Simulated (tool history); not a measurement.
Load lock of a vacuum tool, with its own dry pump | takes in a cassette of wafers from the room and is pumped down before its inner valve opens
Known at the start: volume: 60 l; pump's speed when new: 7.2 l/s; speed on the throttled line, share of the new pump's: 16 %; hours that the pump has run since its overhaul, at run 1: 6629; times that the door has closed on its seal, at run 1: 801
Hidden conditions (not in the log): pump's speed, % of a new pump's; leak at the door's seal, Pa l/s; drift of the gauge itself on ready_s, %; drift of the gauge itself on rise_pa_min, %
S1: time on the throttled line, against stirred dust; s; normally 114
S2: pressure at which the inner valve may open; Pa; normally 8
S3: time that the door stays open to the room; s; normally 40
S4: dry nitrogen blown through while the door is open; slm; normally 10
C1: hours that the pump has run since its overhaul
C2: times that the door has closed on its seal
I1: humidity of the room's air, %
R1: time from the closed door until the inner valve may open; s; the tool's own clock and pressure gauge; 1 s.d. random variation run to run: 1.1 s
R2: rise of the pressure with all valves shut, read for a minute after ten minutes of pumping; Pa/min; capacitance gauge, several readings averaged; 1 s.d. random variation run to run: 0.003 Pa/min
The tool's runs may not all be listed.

{"run": 1, "hour": 0.0, "S1": 114, "S2": 8, "S3": 40, "S4": 10, "C1": 6629, "C2": 801, "I1": 47, "R1": 175.9, "R2": 0.043}
{"run": 2, "hour": 287.9, "S1": 114, "S2": 8, "S3": 40, "S4": 10, "C1": 6917, "C2": 2069, "I1": 46.5, "R1": 177.2, "R2": 0.044}
{"run": 3, "hour": 793.3, "S1": 114, "S2": 8, "S3": 40, "S4": 10, "C1": 7422, "C2": 4294, "I1": 47, "R1": 175.5, "R2": 0.045}
{"run": 4, "hour": 1375.2, "S1": 114, "S2": 8, "S3": 40, "S4": 10, "C1": 8004, "C2": 6855, "I1": 42.8, "R1": 176.9, "R2": 0.038}
{"run": 5, "hour": 1800.1, "S1": 114, "S2": 8, "S3": 40, "S4": 10, "C1": 8429, "C2": 8726, "I1": 45.2, "R1": 176.3, "R2": 0.043}
{"run": 6, "hour": 2186.7, "S1": 114, "S2": 8, "S3": 40, "S4": 10, "C1": 8815, "C2": 10428, "I1": 44.9, "R1": 175.6, "R2": 0.04}
{"run": 7, "hour": 2501.1, "S1": 114, "S2": 8, "S3": 40, "S4": 10, "C1": 9130, "C2": 11812, "I1": 41.5, "R1": 176.9, "R2": 0.038}
{"run": 8, "hour": 2960.7, "S1": 114, "S2": 6, "S3": 40, "S4": 10, "C1": 9589, "C2": 13835, "I1": 46.5, "R1": 180.1, "R2": 0.042}
{"run": 9, "hour": 3513.6, "S1": 114, "S2": 8, "S3": 40, "S4": 10, "C1": 10142, "C2": 16269, "I1": 45, "R1": 175.1, "R2": 0.041}
{"run": 10, "hour": 3974.9, "S1": 114, "S2": 8, "S3": 40, "S4": 10, "C1": 10603, "C2": 18300, "I1": 44.2, "R1": 177.4, "R2": 0.04}
{"run": 11, "hour": 4250.5, "S1": 114, "S2": 8, "S3": 40, "S4": 34, "C1": 10879, "C2": 19513, "I1": 43.5, "R1": 174.3, "R2": 0.029}
{"run": 12, "hour": 4642.6, "S1": 114, "S2": 8, "S3": 40, "S4": 9, "C1": 11271, "C2": 21240, "I1": 45.6, "R1": 175.1, "R2": 0.045}
{"run": 13, "hour": 4958.6, "S1": 114, "S2": 7, "S3": 50, "S4": 28, "C1": 11587, "C2": 22631, "I1": 48.4, "R1": 176.5, "R2": 0.035}
{"run": 14, "hour": 5527.9, "S1": 114, "S2": 7, "S3": 50, "S4": 11, "C1": 12156, "C2": 25137, "I1": 43.7, "R1": 175.3, "R2": 0.048}
{"run": 15, "hour": 5802.2, "S1": 189, "S2": 7, "S3": 52, "S4": 31, "C1": 12431, "C2": 26344, "I1": 45.8, "R1": 238.4, "R2": 0.031}
{"run": 16, "hour": 6182.4, "S1": 64, "S2": 10, "S3": 40, "S4": 11, "C1": 12811, "C2": 28019, "I1": 47.7, "R1": 131.4, "R2": 0.043}
{"run": 17, "hour": 6635.1, "S1": 171, "S2": 8, "S3": 131, "S4": 5, "C1": 13264, "C2": 30011, "I1": 45, "R1": 226, "R2": 0.092}

Each row is a separate what-if for the run after 17, all from the same tool condition, not one after another. Results?
{"run": "A", "hour": 7000.1, "S1": 171, "S2": 8, "S3": 30, "S4": 5, "C1": 13629, "C2": 31618, "I1": 47.1, "R1": "?", "R2": "?"}
{"run": "B", "hour": 7000.1, "S1": 114, "S2": 8, "S3": 84, "S4": 10, "C1": 13629, "C2": 31618, "I1": 43.5, "R1": "?", "R2": "?"}
{"run": "C", "hour": 7000.1, "S1": 171, "S2": 7, "S3": 207, "S4": 8, "C1": 13629, "C2": 31618, "I1": 46.2, "R1": "?", "R2": "?"}

run=A R1=224.1 R2=0.046
run=B R1=177.3 R2=0.06
run=C R1=226.3 R2=0.109
What these runs would have given with no unlogged condition in the tool:
run=A R1=224 R2=0.045
run=B R1=177.2 R2=0.059
run=C R1=226.2 R2=0.108
